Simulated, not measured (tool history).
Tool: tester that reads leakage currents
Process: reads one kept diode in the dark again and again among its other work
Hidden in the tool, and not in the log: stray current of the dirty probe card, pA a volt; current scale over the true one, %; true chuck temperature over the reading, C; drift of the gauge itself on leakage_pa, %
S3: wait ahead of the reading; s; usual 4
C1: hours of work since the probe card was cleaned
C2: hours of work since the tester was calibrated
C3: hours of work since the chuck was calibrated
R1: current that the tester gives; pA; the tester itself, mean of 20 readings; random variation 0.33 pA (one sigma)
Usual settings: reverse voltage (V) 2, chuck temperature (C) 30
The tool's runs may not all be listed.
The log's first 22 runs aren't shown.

{"run": 23, "hour": 726.5, "reverse voltage (V)": 2, "chuck temperature (C)": 30, "S3": 2.02, "C1": 158, "C2": 667, "C3": 1062, "R1": 102.72}
{"run": 24, "hour": 756.5, "reverse voltage (V)": 9.61, "chuck temperature (C)": 55, "S3": 4.35, "C1": 173, "C2": 682, "C3": 1078, "R1": 1492.16}
{"run": 25, "hour": 796.0, "reverse voltage (V)": 9.61, "chuck temperature (C)": 55, "S3": 4.35, "C1": 194, "C2": 703, "C3": 1098, "R1": 1482.12}
{"run": 26, "hour": 825.6, "reverse voltage (V)": 1.11, "chuck temperature (C)": 22, "S3": 4, "C1": 209, "C2": 718, "C3": 1114, "R1": 38.92}
{"run": 27, "hour": 845.8, "reverse voltage (V)": 1.9, "chuck temperature (C)": 52, "S3": 3.23, "C1": 220, "C2": 729, "C3": 1124, "R1": 500.64}
{"run": 28, "hour": 879.6, "reverse voltage (V)": 3.5, "chuck temperature (C)": 30, "S3": 0.6, "C1": 237, "C2": 746, "C3": 1142, "R1": 139.77}
{"run": 29, "hour": 901.4, "reverse voltage (V)": 1.02, "chuck temperature (C)": 37, "S3": 0.6, "C1": 249, "C2": 758, "C3": 1153, "R1": 121.06}
{"run": 30, "hour": 922.0, "reverse voltage (V)": 2, "chuck temperature (C)": 58, "S3": 5.41, "C1": 260, "C2": 768, "C3": 1164, "R1": 769.98}
{"run": 31, "hour": 950.0, "reverse voltage (V)": 2, "chuck temperature (C)": 58, "S3": 0.61, "C1": 274, "C2": 783, "C3": 1178, "R1": 770.08}
{"run": 32, "hour": 976.5, "reverse voltage (V)": 2, "chuck temperature (C)": 58, "S3": 0.3, "C1": 288, "C2": 797, "C3": 1192, "R1": 773.14}
{"run": 33, "hour": 997.0, "reverse voltage (V)": 1.93, "chuck temperature (C)": 36, "S3": 2, "C1": 299, "C2": 807, "C3": 1203, "R1": 159}
{"run": 34, "hour": 1028.6, "reverse voltage (V)": 9.87, "chuck temperature (C)": 42, "S3": 4, "C1": 315, "C2": 824, "C3": 1219, "R1": 600.02}
{"run": 35, "hour": 1058.5, "reverse voltage (V)": 9.9, "chuck temperature (C)": 33, "S3": 1.24, "C1": 331, "C2": 839, "C3": 1235, "R1": 308.89}
{"run": 36, "hour": 1101.5, "reverse voltage (V)": 2.02, "chuck temperature (C)": 27, "S3": 1.99, "C1": 353, "C2": 862, "C3": 1257, "R1": 80.36}
{"run": 37, "hour": 1130.5, "reverse voltage (V)": 2.02, "chuck temperature (C)": 27, "S3": 1.99, "C1": 368, "C2": 877, "C3": 1272, "R1": 80.54}
{"run": 38, "hour": 1161.1, "reverse voltage (V)": 1.24, "chuck temperature (C)": 31, "S3": 2.06, "C1": 384, "C2": 893, "C3": 1288, "R1": 84.52}
{"run": 39, "hour": 1196.0, "reverse voltage (V)": 1.24, "chuck temperature (C)": 40, "S3": 2.06, "C1": 402, "C2": 911, "C3": 1306, "R1": 166.76}
{"run": 40, "hour": 1214.8, "reverse voltage (V)": 1.24, "chuck temperature (C)": 40, "S3": 2.06, "C1": 412, "C2": 921, "C3": 1316, "R1": 168.18}

4 ways to go on from here, each from the tool as it stands after run 40. What would each give?
{"hour": 1250.5, "done": "chuck's temperature calibrated"}
{"run": "A", "hour": 1256.5, "reverse voltage (V)": 1.24, "chuck temperature (C)": 40, "S3": 6.25, "C1": 432, "C2": 941, "C3": 3, "R1": "?"}
{"hour": 1250.5, "done": "chuck's temperature calibrated"}
{"run": "B", "hour": 1256.5, "reverse voltage (V)": 1.95, "chuck temperature (C)": 57, "S3": 8.09, "C1": 432, "C2": 941, "C3": 3, "R1": "?"}
{"hour": 1250.5, "done": "chuck's temperature calibrated"}
{"run": "C", "hour": 1256.5, "reverse voltage (V)": 12.04, "chuck temperature (C)": 51, "S3": 4, "C1": 432, "C2": 941, "C3": 3, "R1": "?"}
{"hour": 1250.5, "done": "chuck's temperature calibrated"}
{"run": "D", "hour": 1256.5, "reverse voltage (V)": 11.35, "chuck temperature (C)": 40, "S3": 4, "C1": 432, "C2": 941, "C3": 3, "R1": "?"}

run=A R1=181.12
run=B R1=760.32
run=C R1=1362.12
run=D R1=607.75
Without the tool's hidden state the same runs would have given:
run=A R1=180.74
run=B R1=758.99
run=C R1=1359.19
run=D R1=606.05
